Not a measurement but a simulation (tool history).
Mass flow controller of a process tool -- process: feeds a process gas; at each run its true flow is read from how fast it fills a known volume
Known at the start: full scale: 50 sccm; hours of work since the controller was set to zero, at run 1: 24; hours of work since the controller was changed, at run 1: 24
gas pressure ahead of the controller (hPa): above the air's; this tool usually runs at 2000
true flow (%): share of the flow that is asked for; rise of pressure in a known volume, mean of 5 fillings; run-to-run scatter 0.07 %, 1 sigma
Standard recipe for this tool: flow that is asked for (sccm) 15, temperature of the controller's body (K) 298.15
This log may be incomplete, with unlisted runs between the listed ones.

run      day  flow that is asked for (sccm)  gas pressure ahead of the controller (hPa)  temperature of the controller's body (K)  hours of work since the controller was set to zero  hours of work since the controller was changed  true flow (%)
  1    0.000                             15                                        2000                                    298.15                                                  24                                              24          99.04
  2    3.038                             15                                        2000                                    298.15                                                  47                                              47          98.97
  3    6.033                             15                                        2000                                    298.15                                                  70                                              70          98.87
  4    8.221                             10                                        2000                                    298.15                                                  87                                              87          98.69
  5   10.950                             10                                        2000                                    298.15                                                 108                                             108          98.89
  6   14.279                             10                                        2000                                    298.15                                                 134                                             134          98.90
  7   16.483                             10                                        2000                                    298.15                                                 151                                             151          98.94
  8   20.721                             15                                        2000                                    293.15                                                 184                                             184          98.87
  9   24.346                             15                                        2000                                    293.15                                                 212                                             212          98.88
 10   28.033                             15                                        2000                                    296.15                                                 241                                             241          99.00
 11   30.733                             15                                        2000                                    298.15                                                 262                                             262          99.06
 12   35.108                             15                                        2000                                    298.15                                                 295                                             295          99.29
 13   38.592                             15                                        2000                                    306.15                                                 322                                             322          99.60
 14   42.671                             15                                        2000                                    293.15                                                 354                                             354          99.01
 15   45.150                              8                                        2000                                    293.15                                                 373                                             373          99.07
 16   47.671                              8                                        2000                                    293.15                                                 393                                             393          99.12
 17   51.942                             15                                        2000                                    295.15                                                 426                                             426          99.09
 18   54.867                             15                                        2000                                    295.15                                                 448                                             448          98.97
 19   56.862                             15                                        2000                                    298.15                                                 464                                             464          99.19
      57.079  -- controller's zero set anew
 20   59.158                             15                                        2000                                    298.15                                                  16                                             482          99.55
 21   61.983                             15                                        2000                                    298.15                                                  38                                             503          99.54
 22   64.971                             15                                        2000                                    296.15                                                  61                                             527          99.36
 23   68.112                             15                                        2000                                    294.15                                                  85                                             551          99.42
 24   71.812                             15                                        2000                                    294.15                                                 114                                             580          99.44
      72.700  -- controller's zero set anew, once more
 25   74.554                             10                                        2000                                    298.15                                                  14                                             601          99.13
 26   77.046                              6                                        2010                                    298.15                                                  34                                             620          99.22
 27   80.838                             26                                        1790                                    300.15                                                  63                                             649          99.57
 28   85.146                             15                                        1890                                    300.15                                                  96                                             683          99.50
 29   87.967                              5                                        1840                                    296.15                                                 118                                             705          99.28
 30   90.271                              6                                        2710                                    310.15                                                 136                                             722          99.32
 31   93.121                              7                                        2180                                    301.15                                                 158                                             744          99.33
 32   97.354                             45                                        1930                                    302.15                                                 191                                             777         100.28
 33  101.462                             14                                        1930                                    302.15                                                 223                                             809          99.46
 34  104.358                             35                                        2730                                    295.15                                                 245                                             831          99.58
 35  107.592                             35                                        2730                                    295.15                                                 270                                             857          99.46
 36  109.958                             15                                        2350                                    297.15                                                 289                                             875          99.29
 37  113.458                             15                                        2350                                    297.15                                                 316                                             902          99.22
 38  116.279                             15                                        1470                                    293.15                                                 338                                             924          99.46
 39  118.867                             10                                        2420                                    309.15                                                 358                                             944          99.51

How would selected steps in true flow (%) from run to run divide? Give the signed amount a tool lacking its hidden state would still show from settings, what came in and random variation, and the signed amount left for the hidden state, including any gauge scatter that is not in both of the compared results.
The tool's hidden condition here consists of: flow at rest that the sensor doesn't see, % of full scale; true flow over the shown one, %; drift of the gauge itself on true_pct, %.
Run 13 -> 14: temperature of the controller's body (K) 306.15 -> 293.15. true flow (%) -0.59: hidden state +0.03, all else -0.62.
Run 26 -> 27: flow that is asked for (sccm) 6 -> 26, gas pressure ahead of the controller (hPa) 2010 -> 1790, temperature of the controller's body (K) 298.15 -> 300.15. true flow (%) +0.35: hidden state -0.29, all else +0.64.
Run 28 -> 29: flow that is asked for (sccm) 15 -> 5, gas pressure ahead of the controller (hPa) 1890 -> 1840, temperature of the controller's body (K) 300.15 -> 296.15. true flow (%) -0.22: hidden state +0.40, all else -0.62.
Run 31 -> 32: flow that is asked for (sccm) 7 -> 45, gas pressure ahead of the controller (hPa) 2180 -> 1930, temperature of the controller's body (K) 301.15 -> 302.15. true flow (%) +0.95: hidden state -0.35, all else +1.30.
Run 32 -> 33: flow that is asked for (sccm) 45 -> 14. true flow (%) -0.82: hidden state +0.18, all else -1.00.

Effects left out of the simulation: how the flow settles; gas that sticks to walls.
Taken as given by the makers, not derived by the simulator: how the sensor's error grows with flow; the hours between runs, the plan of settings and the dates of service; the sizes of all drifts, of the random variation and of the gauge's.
